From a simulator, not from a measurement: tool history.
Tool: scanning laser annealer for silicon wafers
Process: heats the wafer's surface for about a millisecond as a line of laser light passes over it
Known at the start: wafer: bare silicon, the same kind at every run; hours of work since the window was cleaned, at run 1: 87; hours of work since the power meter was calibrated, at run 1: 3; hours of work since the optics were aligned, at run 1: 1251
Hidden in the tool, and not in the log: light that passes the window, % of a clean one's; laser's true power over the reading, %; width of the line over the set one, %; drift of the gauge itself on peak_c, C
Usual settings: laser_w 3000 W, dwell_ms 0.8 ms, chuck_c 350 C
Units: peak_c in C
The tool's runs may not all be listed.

| run | hour | laser_w | dwell_ms | chuck_c | hours of work since the window was cleaned | hours of work since the power meter was calibrated | hours of work since the optics were aligned | peak_c |
|---|---|---|---|---|---|---|---|---|
| 1 | 0 | 3000 | 0.8 | 350 | 87 | 3 | 1251 | 1072 |
| 2 | 8.1 | 3000 | 0.8 | 350 | 92 | 8 | 1255 | 1072 |
| 3 | 19.3 | 2978 | 0.8 | 350 | 98 | 14 | 1261 | 1064 |
| 4 | 30.5 | 2978 | 0.8 | 350 | 104 | 20 | 1267 | 1064 |
| 5 | 40.4 | 2978 | 0.8 | 350 | 110 | 26 | 1273 | 1063 |
| 6 | 45.1 | 3000 | 0.8 | 350 | 112 | 28 | 1276 | 1067 |
| 7 | 56.3 | 3000 | 0.8 | 350 | 118 | 35 | 1282 | 1067 |
| 8 | 67.6 | 3000 | 0.8 | 350 | 125 | 41 | 1288 | 1062 |
| 9 | 78.7 | 3000 | 0.8 | 350 | 131 | 47 | 1294 | 1065 |
| 10 | 84.7 | 3000 | 0.8 | 350 | 134 | 50 | 1297 | 1064 |
| 11 | 94.3 | 3000 | 0.8 | 350 | 139 | 56 | 1303 | 1064 |
| 12 | 102.6 | 3000 | 0.8 | 350 | 144 | 60 | 1307 | 1064 |
| 13 | 110.1 | 3000 | 0.8 | 350 | 148 | 65 | 1312 | 1063 |
| 14 | 117.1 | 3000 | 0.8 | 350 | 152 | 68 | 1315 | 1063 |
| 15 | 123.4 | 3044 | 0.8 | 350 | 156 | 72 | 1319 | 1074 |
| 16 | 130.7 | 2598 | 0.8 | 350 | 160 | 76 | 1323 | 956 |
| 17 | 135.9 | 3000 | 0.8 | 350 | 163 | 79 | 1326 | 1062 |
| 18 | 145.6 | 2709 | 0.8 | 350 | 168 | 84 | 1331 | 988 |
| 19 | 154.4 | 2709 | 0.8 | 350 | 173 | 89 | 1336 | 986 |
| 20 | 160.5 | 3023 | 0.93 | 350 | 176 | 92 | 1340 | 1116 |
| 21 | 166.8 | 3023 | 0.93 | 350 | 180 | 96 | 1343 | 1121 |
| 22 | 171.8 | 3247 | 0.876 | 376 | 182 | 99 | 1346 | 1183 |
| 23 | 177.2 | 3247 | 0.876 | 376 | 185 | 102 | 1349 | 1185 |
| 24 | 184.4 | 3279 | 0.8 | 380 | 189 | 106 | 1353 | 1159 |
| 25 | 194.8 | 3279 | 0.8 | 377 | 195 | 112 | 1359 | 1158 |
| 26 | 205.5 | 2914 | 0.923 | 339 | 201 | 118 | 1365 | 1068 |
| 27 | 210.1 | 2914 | 0.923 | 339 | 204 | 120 | 1367 | 1068 |
| 28 | 216.5 | 3293 | 0.736 | 339 | 207 | 124 | 1371 | 1088 |
| 29 | 222.4 | 3293 | 0.736 | 339 | 211 | 127 | 1374 | 1089 |
| 30 | 230.8 | 3293 | 0.736 | 339 | 215 | 131 | 1379 | 1088 |
| 31 | 235.5 | 3000 | 0.716 | 350 | 218 | 134 | 1381 | 1018 |
| 32 | 242.9 | 3000 | 0.716 | 350 | 222 | 138 | 1385 | 1017 |
| 33 | 252.8 | 3000 | 0.634 | 350 | 227 | 144 | 1391 | 979 |
| 34 | 262.9 | 2880 | 0.605 | 350 | 233 | 149 | 1396 | 938 |
| 35 | 268.3 | 2880 | 0.605 | 350 | 236 | 152 | 1399 | 939 |
| 36 | 273.3 | 2880 | 0.605 | 350 | 239 | 155 | 1402 | 939 |
| 37 | 283 | 2877 | 0.582 | 350 | 244 | 160 | 1408 | 929 |
|  | 290.8 | optics aligned, line set to its width |
| 38 | 292.7 | 2877 | 0.688 | 350 | 247 | 163 | 1 | 993 |

Hidden state or all else? Some run-to-run changes of peak_c, split into what the settings, what came in and random variation would give without the hidden state, and what is left for the hidden state (with any gauge scatter that isn't in both results):
Run 15 -> 16: laser_w 3044 -> 2598. peak_c -118 C: hidden state +6, all else -124.
Run 16 -> 17: laser_w 2598 -> 3000. peak_c +106 C: hidden state -7, all else +113.
Run 19 -> 20: laser_w 2709 -> 3023, dwell_ms 0.8 -> 0.93. peak_c +130 C: hidden state -9, all else +139.
Run 37 -> 38: dwell_ms 0.582 -> 0.688, optics aligned, line set to its width. peak_c +64 C: hidden state +15, all else +49.

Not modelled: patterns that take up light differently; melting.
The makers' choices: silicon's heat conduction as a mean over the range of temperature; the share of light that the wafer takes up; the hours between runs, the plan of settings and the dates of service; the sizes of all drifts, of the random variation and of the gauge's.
